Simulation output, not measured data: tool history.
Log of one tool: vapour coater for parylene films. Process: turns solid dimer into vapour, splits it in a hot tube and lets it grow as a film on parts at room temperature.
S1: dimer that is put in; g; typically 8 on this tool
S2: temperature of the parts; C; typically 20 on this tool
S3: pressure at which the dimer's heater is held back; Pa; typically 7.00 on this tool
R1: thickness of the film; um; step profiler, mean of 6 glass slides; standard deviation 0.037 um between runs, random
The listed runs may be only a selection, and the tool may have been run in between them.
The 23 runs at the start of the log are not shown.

-- day=11.833 trap's valve overhauled
run 24 day=12.550 | S1=9 S2=20 S3=7.00 | R1=4.94
run 25 day=13.029 | S1=4 S2=14 S3=7.00 | R1=2.41
run 26 day=13.488 | S1=11 S2=14 S3=6.04 | R1=6.72
run 27 day=13.946 | S1=11 S2=14 S3=6.04 | R1=6.67
run 28 day=14.538 | S1=5 S2=20 S3=7.00 | R1=2.73
run 29 day=15.192 | S1=4 S2=28 S3=2.57 | R1=2.03
run 30 day=15.729 | S1=4 S2=28 S3=2.57 | R1=2.01
run 31 day=16.483 | S1=4 S2=28 S3=2.57 | R1=1.99
run 32 day=17.200 | S1=4 S2=28 S3=2.57 | R1=2.03
run 33 day=17.962 | S1=4 S2=28 S3=2.57 | R1=2.02
run 34 day=18.554 | S1=5 S2=30 S3=7.00 | R1=2.29
run 35 day=19.296 | S1=4 S2=30 S3=4.19 | R1=1.90
run 36 day=20.029 | S1=3 S2=17 S3=7.48 | R1=1.70
run 37 day=20.429 | S1=13 S2=17 S3=7.48 | R1=7.29
run 38 day=20.804 | S1=6 S2=29 S3=3.41 | R1=2.89
run 39 day=21.379 | S1=5 S2=20 S3=10.12 | R1=2.63
run 40 day=21.771 | S1=12 S2=16 S3=4.18 | R1=7.03
run 41 day=22.092 | S1=12 S2=16 S3=4.18 | R1=6.98
run 42 day=22.854 | S1=6 S2=28 S3=4.75 | R1=2.93
run 43 day=23.429 | S1=8 S2=15 S3=8.90 | R1=4.59
run 44 day=23.833 | S1=10 S2=19 S3=2.08 | R1=5.78
run 45 day=24.475 | S1=7 S2=20 S3=3.87 | R1=3.85
run 46 day=25.121 | S1=7 S2=29 S3=5.37 | R1=3.26
run 47 day=25.808 | S1=13 S2=13 S3=9.29 | R1=7.74

What if the next run were any one of these 4? Each begins from the tool's condition after run 47:
run A day=26.275 | S1=13 S2=18 S3=5.88 | R1=?
run B day=26.275 | S1=7 S2=30 S3=5.73 | R1=?
run C day=26.275 | S1=8 S2=32 S3=7.00 | R1=?
run D day=26.275 | S1=13 S2=13 S3=2.95 | R1=?

run=A R1=7.29
run=B R1=3.23
run=C R1=3.54
run=D R1=8.11
With no hidden state in the tool, these same runs would have given:
run=A R1=7.47
run=B R1=3.31
run=C R1=3.63
run=D R1=8.30

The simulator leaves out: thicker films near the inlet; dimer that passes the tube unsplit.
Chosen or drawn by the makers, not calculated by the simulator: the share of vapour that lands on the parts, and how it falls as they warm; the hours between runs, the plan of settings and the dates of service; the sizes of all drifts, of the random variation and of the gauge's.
